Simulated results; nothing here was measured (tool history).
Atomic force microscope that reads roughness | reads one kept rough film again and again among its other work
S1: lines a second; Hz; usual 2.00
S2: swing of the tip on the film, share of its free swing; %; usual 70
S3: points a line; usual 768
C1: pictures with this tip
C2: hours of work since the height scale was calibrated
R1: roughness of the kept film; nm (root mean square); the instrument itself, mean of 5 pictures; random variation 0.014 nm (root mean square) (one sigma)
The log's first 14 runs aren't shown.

run   hour    S1  S2   S3   C1   C2     R1
 15  200.8  2.00  70  451  196  278  3.060
     214.2  -- new tip fitted
 16  217.0  2.00  70  448    5  288  3.256
 17  224.9  2.00  70  448   19  293  3.241
 18  239.0  2.00  70  448   45  302  3.191
 19  250.3  2.00  66  768   65  309  3.274
 20  259.5  2.00  66  768   82  314  3.217
 21  269.0  1.20  70  768   98  320  3.303
 22  281.7  2.00  70  768  121  328  3.138
 23  296.5  2.00  70  768  148  337  3.076
 24  306.1  0.98  65  649  165  343  3.333
 25  319.2  0.98  88  325  189  351  2.954
 26  330.5  3.03  84  418  209  358  2.414
     337.1  -- new tip fitted
 27  344.8  3.03  84  418   14  367  2.593
 28  361.2  2.00  70  307   43  377  3.209
 29  374.8  1.35  56  480   68  385  3.487
 30  391.0  1.85  73  380   97  395  3.130

Forecast run 31:
 31  403.6  1.85  73  380  119  403   ?

R1: 3.116 nm (root mean square)
Without the tool's hidden state the same run would have given R1 3.269 nm (root mean square).

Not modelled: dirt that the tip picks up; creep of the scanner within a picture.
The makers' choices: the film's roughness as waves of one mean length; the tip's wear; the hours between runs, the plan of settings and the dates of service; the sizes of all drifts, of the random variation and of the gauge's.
